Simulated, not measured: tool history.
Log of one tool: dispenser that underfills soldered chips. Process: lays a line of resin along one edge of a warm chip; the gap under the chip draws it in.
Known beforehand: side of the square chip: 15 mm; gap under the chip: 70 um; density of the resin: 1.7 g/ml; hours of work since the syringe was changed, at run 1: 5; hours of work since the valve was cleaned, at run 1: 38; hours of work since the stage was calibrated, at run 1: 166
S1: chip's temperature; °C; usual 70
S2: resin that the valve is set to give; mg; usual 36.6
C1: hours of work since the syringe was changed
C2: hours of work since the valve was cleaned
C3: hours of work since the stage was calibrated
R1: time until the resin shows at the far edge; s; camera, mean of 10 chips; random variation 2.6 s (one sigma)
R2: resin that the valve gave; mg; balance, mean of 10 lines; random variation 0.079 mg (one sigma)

run 1 hour=0 | S1=70 S2=36.6 | C1=5 C2=38 C3=166 | R1=318.8 R2=36.26
run 2 hour=5.4 | S1=70 S2=36.6 | C1=9 C2=42 C3=170 | R1=402.1 R2=36.21
-- hour=8.9 new syringe of resin
run 3 hour=11.6 | S1=70 S2=36.6 | C1=2 C2=46 C3=174 | R1=275.5 R2=36.22
run 4 hour=15.4 | S1=70 S2=36.6 | C1=5 C2=49 C3=177 | R1=321.8 R2=36.14
run 5 hour=19.4 | S1=70 S2=36.6 | C1=7 C2=52 C3=180 | R1=374.2 R2=36.2
-- hour=24.1 new syringe of resin
run 6 hour=25 | S1=70 S2=36.6 | C1=1 C2=55 C3=183 | R1=261.8 R2=35.93
run 7 hour=28.2 | S1=70 S2=36.6 | C1=3 C2=58 C3=186 | R1=290.4 R2=35.95
run 8 hour=32.8 | S1=61 S2=36.6 | C1=6 C2=61 C3=189 | R1=545.3 R2=36.02
-- hour=39.6 new syringe of resin
run 9 hour=39.6 | S1=67 S2=36.6 | C1=0 C2=65 C3=193 | R1=279.8 R2=35.99
run 10 hour=46.1 | S1=67 S2=36.6 | C1=5 C2=70 C3=198 | R1=371.2 R2=35.83
run 11 hour=52.3 | S1=70 S2=42.8 | C1=9 C2=74 C3=202 | R1=387.5 R2=41.94
-- hour=54.7 new syringe of resin
run 12 hour=57.6 | S1=70 S2=42.8 | C1=2 C2=78 C3=206 | R1=265.2 R2=41.84
run 13 hour=62 | S1=70 S2=42.8 | C1=5 C2=81 C3=209 | R1=322.2 R2=41.79
run 14 hour=65.5 | S1=70 S2=42.8 | C1=8 C2=83 C3=211 | R1=367.3 R2=41.73
-- hour=70.3 new syringe of resin
run 15 hour=72.3 | S1=70 S2=31.4 | C1=1 C2=88 C3=216 | R1=286.3 R2=30.64
run 16 hour=77.1 | S1=70 S2=36.6 | C1=5 C2=91 C3=219 | R1=321.4 R2=35.71
run 17 hour=82.2 | S1=70 S2=36.6 | C1=8 C2=95 C3=223 | R1=394.9 R2=35.63
-- hour=85.5 new syringe of resin
run 18 hour=86 | S1=83 S2=34.3 | C1=0 C2=97 C3=225 | R1=140.9 R2=33.33
run 19 hour=88.9 | S1=68 S2=37.4 | C1=2 C2=99 C3=227 | R1=303 R2=36.46
run 20 hour=94.9 | S1=77 S2=42.2 | C1=7 C2=103 C3=231 | R1=245.4 R2=40.84
run 21 hour=98.2 | S1=76 S2=38.6 | C1=9 C2=106 C3=234 | R1=296.2 R2=37.38
-- hour=100.8 new syringe of resin
run 22 hour=104.1 | S1=64 S2=35.7 | C1=2 C2=110 C3=238 | R1=370.6 R2=34.55
run 23 hour=109.6 | S1=77 S2=35.7 | C1=6 C2=113 C3=241 | R1=251.5 R2=34.59
run 24 hour=114.1 | S1=77 S2=35.7 | C1=9 C2=117 C3=245 | R1=304.4 R2=34.43
-- hour=116.4 new syringe of resin
run 25 hour=120.1 | S1=58 S2=32.8 | C1=3 C2=121 C3=249 | R1=530.1 R2=31.6
run 26 hour=123.7 | S1=56 S2=33.5 | C1=5 C2=123 C3=251 | R1=683.3 R2=32.3
run 27 hour=130.1 | S1=74 S2=33.6 | C1=10 C2=128 C3=256 | R1=363.4 R2=32.23
-- hour=131.7 new syringe of resin
run 28 hour=135.2 | S1=64 S2=43.5 | C1=2 C2=131 C3=259 | R1=370.1 R2=41.83
run 29 hour=138.5 | S1=60 S2=37.6 | C1=5 C2=133 C3=261 | R1=517.4 R2=36.23
run 30 hour=144.1 | S1=67 S2=36.6 | C1=9 C2=137 C3=265 | R1=473.7 R2=35.12
-- hour=146.9 new syringe of resin
run 31 hour=148.1 | S1=83 S2=37.9 | C1=1 C2=140 C3=268 | R1=141.5 R2=36.22
run 32 hour=152.9 | S1=64 S2=38.8 | C1=4 C2=143 C3=271 | R1=404.1 R2=37.04
run 33 hour=157.7 | S1=64 S2=38.8 | C1=8 C2=146 C3=274 | R1=486.2 R2=37.07

Alternative continuations, all from the tool just after run 33; predict every row:
run A hour=161.5 | S1=65 S2=45.5 | C1=10 C2=149 C3=277 | R1=? R2=?
run B hour=161.5 | S1=79 S2=45.2 | C1=10 C2=149 C3=277 | R1=? R2=?
run C hour=161.5 | S1=72 S2=33.8 | C1=10 C2=149 C3=277 | R1=? R2=?
run D hour=161.5 | S1=72 S2=36.6 | C1=10 C2=149 C3=277 | R1=? R2=?
run E hour=161.5 | S1=82 S2=36.6 | C1=10 C2=149 C3=277 | R1=? R2=?

run=A R1=535.8 R2=43.45
run=B R1=277.8 R2=43.22
run=C R1=406.6 R2=32.32
run=D R1=394.8 R2=34.97
run=E R1=254.7 R2=34.84
What these runs would have given with no unlogged condition in the tool:
run=A R1=317.5 R2=45.45
run=B R1=163.8 R2=45.21
run=C R1=237.2 R2=33.8
run=D R1=231.2 R2=36.58
run=E R1=148.8 R2=36.44

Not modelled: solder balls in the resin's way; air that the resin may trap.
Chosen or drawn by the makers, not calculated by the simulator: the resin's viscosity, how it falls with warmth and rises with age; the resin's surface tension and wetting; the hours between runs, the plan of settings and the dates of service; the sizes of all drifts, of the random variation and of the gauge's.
